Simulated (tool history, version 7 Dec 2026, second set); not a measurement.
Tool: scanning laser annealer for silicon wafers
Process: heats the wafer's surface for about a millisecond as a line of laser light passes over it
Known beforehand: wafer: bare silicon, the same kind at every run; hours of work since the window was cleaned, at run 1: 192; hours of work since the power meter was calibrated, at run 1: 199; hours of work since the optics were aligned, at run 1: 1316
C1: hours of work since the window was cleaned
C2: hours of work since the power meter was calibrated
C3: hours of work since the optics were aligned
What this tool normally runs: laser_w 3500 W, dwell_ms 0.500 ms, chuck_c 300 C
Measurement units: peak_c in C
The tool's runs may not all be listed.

{"run": 1, "hour": 0.0, "laser_w": 3500, "dwell_ms": 0.5, "chuck_c": 300, "C1": 192, "C2": 199, "C3": 1316, "peak_c": 1026}
{"run": 2, "hour": 28.1, "laser_w": 3500, "dwell_ms": 0.5, "chuck_c": 300, "C1": 206, "C2": 213, "C3": 1330, "peak_c": 1027}
{"run": 3, "hour": 42.6, "laser_w": 3500, "dwell_ms": 0.5, "chuck_c": 307, "C1": 213, "C2": 221, "C3": 1338, "peak_c": 1034}
{"run": 4, "hour": 62.5, "laser_w": 3500, "dwell_ms": 0.5, "chuck_c": 307, "C1": 223, "C2": 231, "C3": 1348, "peak_c": 1032}
{"run": 5, "hour": 84.1, "laser_w": 3500, "dwell_ms": 0.5, "chuck_c": 307, "C1": 234, "C2": 242, "C3": 1358, "peak_c": 1032}
{"run": 6, "hour": 115.0, "laser_w": 3500, "dwell_ms": 0.5, "chuck_c": 307, "C1": 249, "C2": 257, "C3": 1374, "peak_c": 1028}
{"run": 7, "hour": 145.3, "laser_w": 3458, "dwell_ms": 0.547, "chuck_c": 289, "C1": 265, "C2": 272, "C3": 1389, "peak_c": 1037}
{"run": 8, "hour": 172.5, "laser_w": 3458, "dwell_ms": 0.547, "chuck_c": 289, "C1": 278, "C2": 286, "C3": 1403, "peak_c": 1041}
{"run": 9, "hour": 200.1, "laser_w": 3590, "dwell_ms": 0.368, "chuck_c": 289, "C1": 292, "C2": 300, "C3": 1417, "peak_c": 909}

For run 10, what comes out?
{"run": 10, "hour": 226.2, "laser_w": 3345, "dwell_ms": 0.423, "chuck_c": 263, "C1": 305, "C2": 313, "C3": 1430, "peak_c": "?"}

{"run 10": {"peak_c": 887}}
Without the tool's hidden state the same run would have given peak_c 908 C.
